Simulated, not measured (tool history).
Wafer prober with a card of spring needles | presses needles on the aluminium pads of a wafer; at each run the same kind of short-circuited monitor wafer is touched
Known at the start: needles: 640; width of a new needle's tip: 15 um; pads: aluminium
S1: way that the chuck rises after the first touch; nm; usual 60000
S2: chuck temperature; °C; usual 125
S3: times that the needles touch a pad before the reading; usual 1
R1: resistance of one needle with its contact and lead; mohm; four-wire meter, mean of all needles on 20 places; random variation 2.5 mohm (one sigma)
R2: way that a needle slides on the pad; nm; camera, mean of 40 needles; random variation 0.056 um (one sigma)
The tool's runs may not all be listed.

| run | hour | S1 | S2 | S3 | R1 | R2 |
|---|---|---|---|---|---|---|
| 1 | 0.0 | 60000 | 125 | 1 | 283 | 13550 |
|  | 11.1 | tips cleaned on abrasive film |
|  | 22.1 | tips cleaned on abrasive film |
|  | 36.0 | tips cleaned on abrasive film |
|  | 41.8 | height of the first contact set anew |
|  | 50.1 | tips cleaned on abrasive film |
|  | 61.3 | tips cleaned on abrasive film |
| 2 | 61.3 | 60000 | 125 | 1 | 290 | 13540 |
|  | 72.4 | tips cleaned on abrasive film |
|  | 86.2 | tips cleaned on abrasive film |
|  | 97.3 | tips cleaned on abrasive film |
| 3 | 103.2 | 60000 | 125 | 1 | 287 | 13500 |
|  | 108.8 | tips cleaned on abrasive film |
|  | 119.8 | tips cleaned on abrasive film |
|  | 130.9 | tips cleaned on abrasive film |
|  | 142.0 | tips cleaned on abrasive film |
|  | 153.1 | tips cleaned on abrasive film |
| 4 | 155.6 | 60000 | 125 | 1 | 288 | 13620 |
|  | 166.7 | tips cleaned on abrasive film |
|  | 180.5 | tips cleaned on abrasive film |
|  | 191.5 | tips cleaned on abrasive film |
|  | 202.6 | tips cleaned on abrasive film |
|  | 213.7 | tips cleaned on abrasive film |
| 5 | 217.0 | 60000 | 125 | 1 | 284 | 13520 |
|  | 225.3 | tips cleaned on abrasive film |
|  | 236.4 | tips cleaned on abrasive film |
|  | 250.2 | tips cleaned on abrasive film |
| 6 | 254.2 | 60000 | 125 | 1 | 290 | 13580 |
|  | 262.5 | tips cleaned on abrasive film |
|  | 273.6 | tips cleaned on abrasive film |
|  | 287.4 | tips cleaned on abrasive film |
|  | 301.2 | tips cleaned on abrasive film |
|  | 315.0 | tips cleaned on abrasive film |
| 7 | 322.9 | 60000 | 125 | 1 | 290 | 13500 |
|  | 328.5 | tips cleaned on abrasive film |
|  | 334.3 | height of the first contact set anew |
|  | 339.9 | tips cleaned on abrasive film |
|  | 351.0 | tips cleaned on abrasive film |
|  | 364.8 | tips cleaned on abrasive film |
| 8 | 372.5 | 60000 | 125 | 1 | 288 | 13450 |
|  | 378.1 | tips cleaned on abrasive film |
|  | 389.1 | tips cleaned on abrasive film |
|  | 400.2 | tips cleaned on abrasive film |
|  | 411.3 | tips cleaned on abrasive film |
|  | 425.1 | tips cleaned on abrasive film |
|  | 436.2 | tips cleaned on abrasive film |
|  | 450.0 | tips cleaned on abrasive film |
|  | 461.1 | tips cleaned on abrasive film |
| 9 | 461.8 | 60000 | 91 | 1 | 274 | 13550 |
|  | 472.8 | tips cleaned on abrasive film |
|  | 483.9 | tips cleaned on abrasive film |
|  | 495.0 | tips cleaned on abrasive film |
|  | 508.8 | tips cleaned on abrasive film |
|  | 519.9 | tips cleaned on abrasive film |
| 10 | 530.7 | 60000 | 91 | 1 | 278 | 13430 |
|  | 533.6 | tips cleaned on abrasive film |
|  | 547.4 | tips cleaned on abrasive film |
|  | 561.2 | tips cleaned on abrasive film |
|  | 572.3 | tips cleaned on abrasive film |
|  | 586.1 | tips cleaned on abrasive film |
|  | 597.2 | tips cleaned on abrasive film |
|  | 608.2 | tips cleaned on abrasive film |
| 11 | 614.6 | 60000 | 91 | 1 | 278 | 13440 |
|  | 620.2 | tips cleaned on abrasive film |
|  | 626.0 | height of the first contact set anew |
|  | 631.6 | tips cleaned on abrasive film |
|  | 642.7 | tips cleaned on abrasive film |
|  | 656.5 | tips cleaned on abrasive film |
|  | 670.3 | tips cleaned on abrasive film |
|  | 681.4 | tips cleaned on abrasive film |
|  | 692.5 | tips cleaned on abrasive film |
|  | 706.3 | tips cleaned on abrasive film |
| 12 | 707.9 | 60000 | 125 | 2 | 284 | 13450 |
|  | 718.9 | tips cleaned on abrasive film |
|  | 732.8 | tips cleaned on abrasive film |
|  | 746.6 | tips cleaned on abrasive film |
|  | 760.4 | tips cleaned on abrasive film |
|  | 771.5 | tips cleaned on abrasive film |
|  | 785.3 | tips cleaned on abrasive film |
| 13 | 785.7 | 69000 | 125 | 3 | 283 | 15430 |
|  | 796.8 | tips cleaned on abrasive film |
|  | 810.6 | tips cleaned on abrasive film |
|  | 821.7 | tips cleaned on abrasive film |
|  | 832.7 | tips cleaned on abrasive film |
|  | 843.8 | tips cleaned on abrasive film |
|  | 857.0 | tips cleaned on abrasive film |
| 14 | 857.0 | 69000 | 125 | 3 | 286 | 15360 |
|  | 868.1 | tips cleaned on abrasive film |
|  | 881.9 | tips cleaned on abrasive film |
|  | 895.7 | tips cleaned on abrasive film |
|  | 909.6 | tips cleaned on abrasive film |
|  | 918.1 | height of the first contact set anew |
|  | 920.9 | tips cleaned on abrasive film |
| 15 | 929.4 | 69000 | 125 | 1 | 284 | 15440 |
|  | 932.2 | tips cleaned on abrasive film |
|  | 943.3 | tips cleaned on abrasive film |
|  | 957.1 | tips cleaned on abrasive film |
|  | 968.2 | tips cleaned on abrasive film |
| 16 | 973.2 | 69000 | 125 | 1 | 284 | 15390 |
|  | 981.6 | tips cleaned on abrasive film |
|  | 995.4 | tips cleaned on abrasive film |
|  | 1006.5 | tips cleaned on abrasive film |
|  | 1020.3 | tips cleaned on abrasive film |
| 17 | 1026.4 | 69000 | 125 | 1 | 285 | 15380 |
|  | 1032.0 | tips cleaned on abrasive film |
|  | 1045.8 | tips cleaned on abrasive film |
|  | 1059.6 | tips cleaned on abrasive film |
|  | 1071.6 | card fitted with new needles |
|  | 1085.5 | tips cleaned on abrasive film |
|  | 1096.5 | tips cleaned on abrasive film |
|  | 1108.1 | tips cleaned on abrasive film |
| 18 | 1108.1 | 69000 | 125 | 1 | 287 | 15420 |
|  | 1119.2 | tips cleaned on abrasive film |
|  | 1133.0 | tips cleaned on abrasive film |
|  | 1146.8 | tips cleaned on abrasive film |
|  | 1160.6 | tips cleaned on abrasive film |
|  | 1174.4 | tips cleaned on abrasive film |
| 19 | 1183.8 | 69000 | 125 | 1 | 287 | 15250 |
|  | 1186.7 | tips cleaned on abrasive film |
|  | 1200.5 | tips cleaned on abrasive film |
|  | 1211.6 | tips cleaned on abrasive film |
|  | 1222.6 | tips cleaned on abrasive film |
|  | 1234.8 | tips cleaned on abrasive film |
| 20 | 1234.8 | 69000 | 125 | 1 | 285 | 15390 |
|  | 1248.6 | tips cleaned on abrasive film |
|  | 1262.4 | tips cleaned on abrasive film |
| 21 | 1272.9 | 60000 | 28 | 2 | 259 | 13360 |
|  | 1275.8 | tips cleaned on abrasive film |
|  | 1286.8 | tips cleaned on abrasive film |
|  | 1300.7 | tips cleaned on abrasive film |
|  | 1314.5 | tips cleaned on abrasive film |
|  | 1328.3 | tips cleaned on abrasive film |
| 22 | 1330.4 | 60000 | 28 | 2 | 263 | 13220 |
|  | 1341.5 | tips cleaned on abrasive film |
|  | 1352.6 | tips cleaned on abrasive film |
|  | 1363.9 | height of the first contact set anew |
|  | 1366.7 | tips cleaned on abrasive film |
| 23 | 1372.5 | 55000 | 35 | 2 | 265 | 12190 |

Forecast each of these 4 alternatives for the next run:
|  | 1378.1 | tips cleaned on abrasive film |
|  | 1389.2 | tips cleaned on abrasive film |
|  | 1400.3 | tips cleaned on abrasive film |
|  | 1412.2 | tips cleaned on abrasive film |
| A | 1412.2 | 42000 | 49 | 2 | ? | ? |
|  | 1378.1 | tips cleaned on abrasive film |
|  | 1389.2 | tips cleaned on abrasive film |
|  | 1400.3 | tips cleaned on abrasive film |
|  | 1412.2 | tips cleaned on abrasive film |
| B | 1412.2 | 43000 | 125 | 1 | ? | ? |
|  | 1378.1 | tips cleaned on abrasive film |
|  | 1389.2 | tips cleaned on abrasive film |
|  | 1400.3 | tips cleaned on abrasive film |
|  | 1412.2 | tips cleaned on abrasive film |
| C | 1412.2 | 69000 | 35 | 2 | ? | ? |
|  | 1378.1 | tips cleaned on abrasive film |
|  | 1389.2 | tips cleaned on abrasive film |
|  | 1400.3 | tips cleaned on abrasive film |
|  | 1412.2 | tips cleaned on abrasive film |
| D | 1412.2 | 66000 | 67 | 1 | ? | ? |

| run | R1 | R2 |
|---|---|---|
| A | 267 | 9280 |
| B | 294 | 9540 |
| C | 259 | 15200 |
| D | 268 | 14610 |
Without the tool's hidden state the same runs would have given:
| run | R1 | R2 |
|---|---|---|
| A | 267 | 9510 |
| B | 294 | 9770 |
| C | 259 | 15560 |
| D | 268 | 14960 |

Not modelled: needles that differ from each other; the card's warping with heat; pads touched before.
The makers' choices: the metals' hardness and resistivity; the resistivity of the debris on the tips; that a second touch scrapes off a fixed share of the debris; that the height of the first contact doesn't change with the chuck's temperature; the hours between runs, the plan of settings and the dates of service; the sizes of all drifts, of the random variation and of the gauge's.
